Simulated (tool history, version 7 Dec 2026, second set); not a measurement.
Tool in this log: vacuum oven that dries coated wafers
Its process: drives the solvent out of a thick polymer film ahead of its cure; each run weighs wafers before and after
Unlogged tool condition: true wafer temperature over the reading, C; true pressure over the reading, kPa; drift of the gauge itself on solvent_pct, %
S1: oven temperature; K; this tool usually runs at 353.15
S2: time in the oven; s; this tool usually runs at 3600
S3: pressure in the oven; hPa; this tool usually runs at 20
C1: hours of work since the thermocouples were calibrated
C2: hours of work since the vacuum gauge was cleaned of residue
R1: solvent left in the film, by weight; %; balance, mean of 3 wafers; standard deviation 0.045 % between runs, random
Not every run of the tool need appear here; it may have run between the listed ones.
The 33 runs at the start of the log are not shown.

run	day	S1	S2	S3	C1	C2	R1
34	128.104	368.15	3600	20	1234	1810	0.83
35	131.554	355.15	1980	23.3	1283	1859	2.98
36	136.571	355.15	1980	23.3	1354	1929	2.97
37	140.571	355.15	1980	23.3	1411	1986	2.9
38	144.442	353.15	2040	75.7	1465	2041	6.51
# day 145.321: oven's thermocouples calibrated
39	146.883	354.15	3900	33.8	22	2074	2.68
40	151.242	367.15	2400	25.2	84	2136	1.16
41	155.267	354.15	1980	18.8	141	2193	2.94
42	160.829	354.15	1980	18.8	219	2271	2.89
43	165	354.15	1980	18.8	278	2330	2.86
44	169.296	354.15	1980	18.8	339	2391	2.94
45	173.304	356.15	3180	53.9	396	2448	3.79
46	176.029	353.15	4620	30.7	434	2486	2.38
47	179.496	353.15	4620	30.7	483	2535	2.36

Alternative continuations, all from the tool just after run 47; predict every row:
A	184.962	357.15	3600	20	560	2612	?
B	184.962	346.15	4620	25.6	560	2612	?
C	184.962	361.15	2100	30.7	560	2612	?

run	R1
A	1.39
B	2.99
C	2.13
Stripped of hidden state, with their random variation kept, the same runs would have yielded:
run	R1
A	1.36
B	2.94
C	2.1

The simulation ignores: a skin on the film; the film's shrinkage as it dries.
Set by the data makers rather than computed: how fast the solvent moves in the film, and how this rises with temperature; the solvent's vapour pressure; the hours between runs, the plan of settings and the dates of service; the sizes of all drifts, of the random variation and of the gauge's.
